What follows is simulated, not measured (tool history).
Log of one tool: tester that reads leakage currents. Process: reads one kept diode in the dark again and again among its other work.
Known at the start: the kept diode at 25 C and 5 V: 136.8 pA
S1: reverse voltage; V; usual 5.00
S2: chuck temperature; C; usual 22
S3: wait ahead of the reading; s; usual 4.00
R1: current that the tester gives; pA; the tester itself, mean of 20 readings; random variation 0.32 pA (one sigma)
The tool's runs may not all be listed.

{"run": 1, "hour": 0.0, "S1": 5.0, "S2": 22, "S3": 4.0, "R1": 107.09}
{"run": 2, "hour": 34.8, "S1": 5.0, "S2": 29, "S3": 4.0, "R1": 193.4}
{"run": 3, "hour": 106.4, "S1": 5.0, "S2": 22, "S3": 4.0, "R1": 106.32}
{"run": 4, "hour": 150.0, "S1": 5.0, "S2": 22, "S3": 4.0, "R1": 106.45}
{"run": 5, "hour": 197.6, "S1": 5.0, "S2": 22, "S3": 4.0, "R1": 106.52}
{"run": 6, "hour": 269.1, "S1": 5.0, "S2": 22, "S3": 4.0, "R1": 105.77}
{"run": 7, "hour": 320.6, "S1": 5.0, "S2": 22, "S3": 4.0, "R1": 105.97}
{"run": 8, "hour": 393.2, "S1": 6.22, "S2": 22, "S3": 4.0, "R1": 116.43}
{"run": 9, "hour": 452.4, "S1": 6.22, "S2": 22, "S3": 4.0, "R1": 116.99}
{"run": 10, "hour": 518.0, "S1": 6.22, "S2": 22, "S3": 4.0, "R1": 116.6}
{"run": 11, "hour": 576.0, "S1": 6.22, "S2": 22, "S3": 4.0, "R1": 116.81}
{"run": 12, "hour": 645.9, "S1": 5.0, "S2": 22, "S3": 4.0, "R1": 105.58}
{"run": 13, "hour": 715.7, "S1": 5.0, "S2": 51, "S3": 4.0, "R1": 1071.16}
{"run": 14, "hour": 788.7, "S1": 5.0, "S2": 22, "S3": 2.52, "R1": 105.62}
{"run": 15, "hour": 826.0, "S1": 5.0, "S2": 22, "S3": 4.0, "R1": 106.08}
{"run": 16, "hour": 878.9, "S1": 2.41, "S2": 22, "S3": 4.0, "R1": 75.65}
{"run": 17, "hour": 936.0, "S1": 2.41, "S2": 22, "S3": 4.0, "R1": 75.56}
{"run": 18, "hour": 970.7, "S1": 2.41, "S2": 22, "S3": 4.0, "R1": 75.5}
{"run": 19, "hour": 1009.3, "S1": 2.44, "S2": 22, "S3": 4.0, "R1": 74.52}
{"run": 20, "hour": 1042.6, "S1": 2.44, "S2": 22, "S3": 4.0, "R1": 74.79}
{"run": 21, "hour": 1117.2, "S1": 1.86, "S2": 42, "S3": 1.79, "R1": 345.0}
{"run": 22, "hour": 1155.7, "S1": 1.2, "S2": 31, "S3": 8.67, "R1": 117.09}
{"run": 23, "hour": 1206.3, "S1": 1.2, "S2": 31, "S3": 8.67, "R1": 116.65}
{"run": 24, "hour": 1269.6, "S1": 2.25, "S2": 22, "S3": 0.43, "R1": 72.89}
{"run": 25, "hour": 1335.2, "S1": 2.56, "S2": 48, "S3": 2.15, "R1": 618.55}
{"run": 26, "hour": 1381.4, "S1": 4.9, "S2": 22, "S3": 4.0, "R1": 101.88}
{"run": 27, "hour": 1413.4, "S1": 4.9, "S2": 22, "S3": 4.0, "R1": 101.38}
{"run": 28, "hour": 1464.8, "S1": 11.75, "S2": 22, "S3": 2.44, "R1": 151.42}
{"run": 29, "hour": 1497.2, "S1": 11.75, "S2": 47, "S3": 0.31, "R1": 1133.18}
{"run": 30, "hour": 1535.1, "S1": 11.75, "S2": 47, "S3": 0.31, "R1": 1135.28}
{"run": 31, "hour": 1587.0, "S1": 5.7, "S2": 47, "S3": 0.49, "R1": 817.52}
{"run": 32, "hour": 1620.2, "S1": 5.7, "S2": 47, "S3": 0.49, "R1": 818.93}
{"run": 33, "hour": 1664.6, "S1": 15.94, "S2": 41, "S3": 4.0, "R1": 820.74}
{"run": 34, "hour": 1719.8, "S1": 5.0, "S2": 27, "S3": 9.43, "R1": 156.42}
{"run": 35, "hour": 1778.8, "S1": 5.0, "S2": 27, "S3": 9.43, "R1": 155.89}
{"run": 36, "hour": 1836.8, "S1": 8.68, "S2": 35, "S3": 0.31, "R1": 394.38}
{"run": 37, "hour": 1898.1, "S1": 8.68, "S2": 35, "S3": 0.31, "R1": 391.51}
{"run": 38, "hour": 1969.0, "S1": 5.0, "S2": 36, "S3": 3.06, "R1": 326.6}
{"run": 39, "hour": 2029.8, "S1": 3.35, "S2": 25, "S3": 0.41, "R1": 111.37}

Taken out of this log: 1 entry between the listed runs. Where each belongs, and how the hidden state differs across it:
Between runs 18 and 19: tester calibrated (hour 979.7)
  stray current of the dirty probe card, pA a volt: 0.224 -> 0.229; current scale over the true one, %: 1.44 -> -0.11; true chuck temperature over the reading, C: -0.35 -> -0.37
  measured less the result without the state, R1: -0.76 -> -2.01 pA

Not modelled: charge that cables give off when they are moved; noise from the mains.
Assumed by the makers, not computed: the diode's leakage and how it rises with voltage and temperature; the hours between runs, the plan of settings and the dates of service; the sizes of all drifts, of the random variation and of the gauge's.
